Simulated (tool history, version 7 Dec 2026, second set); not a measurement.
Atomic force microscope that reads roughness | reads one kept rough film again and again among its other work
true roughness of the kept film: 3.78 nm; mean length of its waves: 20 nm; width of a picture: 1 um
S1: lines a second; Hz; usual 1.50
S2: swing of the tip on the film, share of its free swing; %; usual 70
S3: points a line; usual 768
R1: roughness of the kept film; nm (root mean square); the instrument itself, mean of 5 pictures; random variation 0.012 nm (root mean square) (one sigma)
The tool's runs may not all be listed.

Run 1, day 0.000: usual settings. Result: R1 2.278 nm (root mean square).
Run 2, day 0.433: usual settings. Result: R1 2.225 nm (root mean square).
At day 0.846: new tip fitted.
Run 3, day 0.983: usual settings but S1 2.99 Hz. Result: R1 2.610 nm (root mean square).
Run 4, day 1.438: usual settings but S1 2.99 Hz. Result: R1 2.503 nm (root mean square).
Run 5, day 1.683: usual settings. Result: R1 2.611 nm (root mean square).
Run 6, day 2.217: usual settings. Result: R1 2.489 nm (root mean square).
Run 7, day 2.733: usual settings. Result: R1 2.415 nm (root mean square).
Run 8, day 3.117: usual settings. Result: R1 2.355 nm (root mean square).
Run 9, day 3.533: usual settings. Result: R1 2.297 nm (root mean square).
Run 10, day 3.954: usual settings. Result: R1 2.226 nm (root mean square).
At day 4.517: new tip fitted.
Run 11, day 4.517: usual settings but S2 82 %. Result: R1 2.685 nm (root mean square).
Run 12, day 4.908: usual settings but S2 82 %. Result: R1 2.606 nm (root mean square).
Run 13, day 5.308: usual settings but S2 82 %. Result: R1 2.521 nm (root mean square).
Run 14, day 5.654: usual settings but S2 82 %. Result: R1 2.447 nm (root mean square).
Run 15, day 5.900: usual settings but S2 82 %. Result: R1 2.424 nm (root mean square).
Run 16, day 6.183: usual settings but S2 82 %. Result: R1 2.361 nm (root mean square).
Run 17, day 6.671: usual settings. Result: R1 2.395 nm (root mean square).
Run 18, day 6.954: usual settings. Result: R1 2.346 nm (root mean square).
Run 19, day 7.304: usual settings. Result: R1 2.272 nm (root mean square).
Run 20, day 7.646: usual settings but S1 0.55 Hz. Result: R1 2.281 nm (root mean square).
Run 21, day 7.979: usual settings but S3 272. Result: R1 2.115 nm (root mean square).
At day 8.229: new tip fitted.
Run 22, day 8.292: usual settings but S1 2.00 Hz, S3 272. Result: R1 2.674 nm (root mean square).
Run 23, day 8.671: usual settings but S3 686. Result: R1 2.706 nm (root mean square).
Run 24, day 8.992: usual settings but S3 686. Result: R1 2.656 nm (root mean square).
Run 25, day 9.392: usual settings but S3 686. Result: R1 2.550 nm (root mean square).
Run 26, day 9.671: usual settings but S3 686. Result: R1 2.522 nm (root mean square).
Run 27, day 10.075: usual settings but S2 76 %, S3 655. Result: R1 2.373 nm (root mean square).
Run 28, day 10.304: usual settings but S1 1.12 Hz, S2 89 %, S3 805. Result: R1 2.276 nm (root mean square).
Run 29, day 10.842: usual settings but S1 3.30 Hz, S2 71 %, S3 611. Result: R1 2.136 nm (root mean square).
Run 30, day 11.312: usual settings but S1 0.66 Hz. Result: R1 2.298 nm (root mean square).
Run 31, day 11.796: usual settings but S1 0.66 Hz. Result: R1 2.219 nm (root mean square).
At day 11.921: new tip fitted.
Run 32, day 12.258: usual settings but S1 1.19 Hz, S2 69 %, S3 594. Result: R1 2.752 nm (root mean square).
Run 33, day 12.617: usual settings but S1 1.19 Hz, S2 83 %, S3 769. Result: R1 2.576 nm (root mean square).
Run 34, day 13.112: usual settings but S2 69 %, S3 389. Result: R1 2.521 nm (root mean square).
Run 35, day 13.592: usual settings but S1 1.87 Hz. Result: R1 2.446 nm (root mean square).
Run 36, day 13.992: usual settings but S2 63 %, S3 531. Result: R1 2.421 nm (root mean square).
Run 37, day 14.446: usual settings but S2 63 %, S3 531. Result: R1 2.351 nm (root mean square).
Run 38, day 14.796: usual settings but S1 0.59 Hz, S3 276. Result: R1 2.268 nm (root mean square).
Run 39, day 15.308: usual settings but S2 58 %, S3 887. Result: R1 2.267 nm (root mean square).
At day 15.625: new tip fitted.
Run 40, day 15.662: usual settings but S2 58 %, S3 887. Result: R1 2.914 nm (root mean square).
Run 41, day 16.158: usual settings but S2 55 %. Result: R1 2.801 nm (root mean square).
Run 42, day 16.704: usual settings but S2 85 %, S3 474. Result: R1 2.417 nm (root mean square).
Run 43, day 17.242: usual settings but S2 72 %. Result: R1 2.470 nm (root mean square).
Run 44, day 17.608: usual settings but S2 67 %. Result: R1 2.412 nm (root mean square).
Run 45, day 18.025: usual settings but S2 67 %. Result: R1 2.354 nm (root mean square).
Run 46, day 18.433: usual settings but S3 930. Result: R1 2.274 nm (root mean square).
Run 47, day 18.675: usual settings but S1 1.17 Hz, S3 402. Result: R1 2.237 nm (root mean square).
Run 48, day 19.021: usual settings but S1 1.02 Hz. Result: R1 2.251 nm (root mean square).
At day 19.308: new tip fitted.
Run 49, day 19.342: usual settings but S1 2.45 Hz, S2 58 %, S3 402. Result: R1 2.834 nm (root mean square).
Run 50, day 19.838: usual settings but S2 84 %, S3 501. Result: R1 2.534 nm (root mean square).
Run 51, day 20.312: usual settings but S1 0.87 Hz, S2 84 %, S3 989. Result: R1 2.591 nm (root mean square).

3 ways to go on from here, each from the tool as it stands after run 51. What would each give?
Run A, day 20.629: usual settings but S1 2.77 Hz, S3 588. Result: R1 ?.
Run B, day 20.629: usual settings but S3 470. Result: R1 ?.
Run C, day 20.629: usual settings but S3 831. Result: R1 ?.

run     R1
  A  2.420
  B  2.526
  C  2.564
Without the tool's hidden state the same runs would have given:
run     R1
  A  2.683
  B  2.801
  C  2.843
